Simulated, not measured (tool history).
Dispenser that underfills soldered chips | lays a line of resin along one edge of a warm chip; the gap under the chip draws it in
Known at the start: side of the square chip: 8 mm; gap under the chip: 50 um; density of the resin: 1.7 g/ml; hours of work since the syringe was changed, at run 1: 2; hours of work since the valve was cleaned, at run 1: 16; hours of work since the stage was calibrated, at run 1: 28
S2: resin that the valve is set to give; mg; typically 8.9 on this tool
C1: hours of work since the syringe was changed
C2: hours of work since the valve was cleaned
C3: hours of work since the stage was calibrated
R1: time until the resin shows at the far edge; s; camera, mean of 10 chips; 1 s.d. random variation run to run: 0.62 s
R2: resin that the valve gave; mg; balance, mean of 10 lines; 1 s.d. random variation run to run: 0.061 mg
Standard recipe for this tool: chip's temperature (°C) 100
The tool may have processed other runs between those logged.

run 1 hour=0 | chip's_temperature_(°C)=100 S2=8.9 | C1=2 C2=16 C3=28 | R1=57.6 R2=8.86
-- hour=5.8 new syringe of resin
run 2 hour=9.3 | chip's_temperature_(°C)=100 S2=8.9 | C1=3 C2=22 C3=35 | R1=58.8 R2=8.65
-- hour=13.8 new syringe of resin
-- hour=21.4 new syringe of resin
run 3 hour=22.3 | chip's_temperature_(°C)=100 S2=10.48 | C1=1 C2=32 C3=44 | R1=53.9 R2=10.21
-- hour=29 new syringe of resin
run 4 hour=34.6 | chip's_temperature_(°C)=100 S2=10.48 | C1=4 C2=41 C3=53 | R1=61.1 R2=10.23
-- hour=37 new syringe of resin
-- hour=45.1 new syringe of resin
run 5 hour=45.4 | chip's_temperature_(°C)=100 S2=9.36 | C1=0 C2=48 C3=61 | R1=54.3 R2=9.02
-- hour=53.2 new syringe of resin
run 6 hour=53.4 | chip's_temperature_(°C)=100 S2=9.36 | C1=0 C2=54 C3=67 | R1=53.6 R2=9.09
-- hour=60.9 new syringe of resin
run 7 hour=61.9 | chip's_temperature_(°C)=100 S2=10.61 | C1=1 C2=60 C3=73 | R1=54.8 R2=10.06
-- hour=69.3 new syringe of resin
run 8 hour=72.8 | chip's_temperature_(°C)=100 S2=10.61 | C1=3 C2=68 C3=81 | R1=58.1 R2=10.34
-- hour=77 new syringe of resin
run 9 hour=81.1 | chip's_temperature_(°C)=100 S2=8.9 | C1=3 C2=74 C3=87 | R1=59.4 R2=8.5
-- hour=84.6 new syringe of resin
run 10 hour=91.3 | chip's_temperature_(°C)=100 S2=8.9 | C1=5 C2=82 C3=94 | R1=64.9 R2=8.43
-- hour=92.7 new syringe of resin
-- hour=100.3 new syringe of resin
run 11 hour=102.3 | chip's_temperature_(°C)=100 S2=8.9 | C1=2 C2=89 C3=102 | R1=57 R2=8.23
-- hour=108.1 new syringe of resin
run 12 hour=110.7 | chip's_temperature_(°C)=100 S2=8.9 | C1=2 C2=95 C3=108 | R1=58.5 R2=8.39
-- hour=115.7 new syringe of resin
run 13 hour=117.3 | chip's_temperature_(°C)=100 S2=8.9 | C1=1 C2=100 C3=113 | R1=55.4 R2=8.41
run 14 hour=122.7 | chip's_temperature_(°C)=87 S2=8.9 | C1=5 C2=104 C3=117 | R1=99.1 R2=8.17
-- hour=124 new syringe of resin
run 15 hour=130.2 | chip's_temperature_(°C)=87 S2=8.9 | C1=5 C2=110 C3=122 | R1=96.5 R2=8.27
-- hour=132 new syringe of resin
-- hour=139.8 new syringe of resin
run 16 hour=142 | chip's_temperature_(°C)=87 S2=7.78 | C1=2 C2=118 C3=131 | R1=86.4 R2=7.18
-- hour=147.9 new syringe of resin
run 17 hour=150.9 | chip's_temperature_(°C)=87 S2=7.78 | C1=2 C2=124 C3=137 | R1=89.1 R2=7.03
-- hour=155.5 new syringe of resin
run 18 hour=157.7 | chip's_temperature_(°C)=89 S2=11.12 | C1=2 C2=129 C3=142 | R1=77.7 R2=10.08
-- hour=163.7 new syringe of resin
run 19 hour=164.7 | chip's_temperature_(°C)=89 S2=9.56 | C1=1 C2=134 C3=147 | R1=76.1 R2=8.76
-- hour=171.5 new syringe of resin
-- hour=172.5 dispensing valve cleaned and set on the balance
run 20 hour=174 | chip's_temperature_(°C)=89 S2=9.56 | C1=1 C2=1 C3=153 | R1=80 R2=9.58
-- hour=180.3 new syringe of resin
run 21 hour=183.5 | chip's_temperature_(°C)=89 S2=9.56 | C1=2 C2=8 C3=160 | R1=81.9 R2=9.58
-- hour=188.8 new syringe of resin
run 22 hour=190.6 | chip's_temperature_(°C)=100 S2=9.58 | C1=1 C2=13 C3=165 | R1=56.2 R2=9.42
-- hour=196.9 new syringe of resin
run 23 hour=197.1 | chip's_temperature_(°C)=98 S2=8.7 | C1=0 C2=18 C3=170 | R1=57 R2=8.6
-- hour=204.5 new syringe of resin
run 24 hour=207 | chip's_temperature_(°C)=88 S2=10.44 | C1=2 C2=25 C3=177 | R1=82.3 R2=10.22
-- hour=212.2 new syringe of resin
run 25 hour=217.1 | chip's_temperature_(°C)=101 S2=10.9 | C1=4 C2=32 C3=184 | R1=57.6 R2=10.66
-- hour=220.5 new syringe of resin
run 26 hour=227.6 | chip's_temperature_(°C)=98 S2=9.27 | C1=5 C2=40 C3=192 | R1=67.4 R2=8.96
-- hour=228.5 new syringe of resin
run 27 hour=235.7 | chip's_temperature_(°C)=100 S2=8.74 | C1=5 C2=46 C3=198 | R1=64.3 R2=8.44
-- hour=236.8 new syringe of resin
run 28 hour=243.5 | chip's_temperature_(°C)=95 S2=7.65 | C1=5 C2=51 C3=203 | R1=75.5 R2=7.32
-- hour=244.9 new syringe of resin
run 29 hour=248.9 | chip's_temperature_(°C)=95 S2=7.65 | C1=3 C2=55 C3=207 | R1=69.6 R2=7.37
-- hour=253.5 new syringe of resin
run 30 hour=254.5 | chip's_temperature_(°C)=103 S2=8.9 | C1=1 C2=59 C3=211 | R1=50.2 R2=8.47
-- hour=261.4 new syringe of resin
run 31 hour=265.4 | chip's_temperature_(°C)=88 S2=8.02 | C1=3 C2=67 C3=219 | R1=89.1 R2=7.67
-- hour=269 new syringe of resin
run 32 hour=272.7 | chip's_temperature_(°C)=88 S2=8.02 | C1=3 C2=72 C3=224 | R1=86 R2=7.56
-- hour=277.1 new syringe of resin
run 33 hour=279.4 | chip's_temperature_(°C)=90 S2=11.34 | C1=2 C2=77 C3=229 | R1=75.5 R2=10.68
-- hour=284.9 new syringe of resin
run 34 hour=290.9 | chip's_temperature_(°C)=90 S2=11.33 | C1=5 C2=86 C3=238 | R1=84.7 R2=10.75

The logged runs with the hidden state left out (each run's random variation unchanged):
Hidden state at play: resin's viscosity, % of fresh resin's; dose that the valve gives, % of what is set; true chip temperature over the reading, C; drift of the gauge itself on fill_s, %; drift of the gauge itself on given_mg, %.
run=1 R1=53.5 R2=8.96
run=2 R1=54.4 R2=8.79
run=3 R1=53.4 R2=10.44
run=4 R1=52.8 R2=10.52
run=5 R1=54.4 R2=9.34
run=6 R1=53.7 R2=9.44
run=7 R1=54 R2=10.5
run=8 R1=52.9 R2=10.84
run=9 R1=53.6 R2=8.95
run=10 R1=54.2 R2=8.92
run=11 R1=53.9 R2=8.77
run=12 R1=54.9 R2=8.97
run=13 R1=53.1 R2=9.02
run=14 R1=82.5 R2=8.81
run=15 R1=82 R2=8.95
run=16 R1=83.1 R2=7.81
run=17 R1=82.4 R2=7.7
run=18 R1=74.2 R2=11.08
run=19 R1=74.6 R2=9.66
run=20 R1=77.1 R2=9.6
run=21 R1=75.8 R2=9.65
run=22 R1=53.9 R2=9.53
run=23 R1=57.9 R2=8.72
run=24 R1=78.5 R2=10.41
run=25 R1=50.7 R2=10.92
run=26 R1=57.1 R2=9.23
run=27 R1=53.1 R2=8.74
run=28 R1=64.2 R2=7.6
run=29 R1=63.8 R2=7.68
run=30 R1=49.8 R2=8.85
run=31 R1=81.5 R2=8.06
run=32 R1=79.5 R2=7.97
run=33 R1=73.3 R2=11.31
run=34 R1=73.6 R2=11.44
